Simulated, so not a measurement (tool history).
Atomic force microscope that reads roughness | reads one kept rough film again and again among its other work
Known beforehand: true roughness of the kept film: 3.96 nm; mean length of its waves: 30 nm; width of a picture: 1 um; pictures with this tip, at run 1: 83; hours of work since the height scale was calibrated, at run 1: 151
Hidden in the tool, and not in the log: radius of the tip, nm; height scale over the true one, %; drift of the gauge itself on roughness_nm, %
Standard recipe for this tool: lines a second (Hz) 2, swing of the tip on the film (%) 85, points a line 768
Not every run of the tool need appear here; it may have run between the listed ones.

run,hour,lines a second (Hz),swing of the tip on the film (%),points a line,pictures with this tip,hours of work since the height scale was calibrated,roughness of the kept film (nm (root mean square))
1,0,2,85,768,83,151,2.346
# hour 7.3: new tip fitted
2,8.8,2,85,768,2,156,2.906
3,19.7,2,85,768,16,164,2.777
4,29.9,2,85,768,29,171,2.659
5,39.8,2,85,768,43,177,2.608
6,48.8,2,85,768,54,183,2.504
7,59.7,2,85,768,69,191,2.427
8,69.5,2,85,768,82,197,2.33
# hour 78.1: new tip fitted
9,79.1,2,85,768,1,204,2.927
10,92.8,2,85,768,19,213,2.734
11,106.9,2,85,768,38,222,2.63
12,115,2,85,768,49,228,2.526
13,121.3,2,67,768,57,232,2.768
14,127.8,2,67,768,65,237,2.707
15,136.6,2,67,768,77,243,2.627
# hour 148.5: new tip fitted
16,148.5,2,83,496,0,250,2.967
17,161.5,2,83,496,17,259,2.802
18,169.9,2,66,577,28,265,2.987
19,181.2,2,66,577,43,272,2.872
20,188.9,2,66,577,53,278,2.783
21,196.9,2,66,577,63,283,2.727
22,203.8,2,85,802,72,288,2.395
23,214,2,85,802,86,295,2.322
# hour 219.3: new tip fitted
24,227.8,2,62,416,11,304,3.193
25,240.6,2,62,416,28,312,3.021

The next listed run, before its measurement:
26,247.2,3.48,89,280,37,317,?

roughness of the kept film (nm (root mean square)): 2.17
If the tool had no hidden condition, the same run with the same run-to-run variation would have returned roughness of the kept film (nm (root mean square)) 2.449.

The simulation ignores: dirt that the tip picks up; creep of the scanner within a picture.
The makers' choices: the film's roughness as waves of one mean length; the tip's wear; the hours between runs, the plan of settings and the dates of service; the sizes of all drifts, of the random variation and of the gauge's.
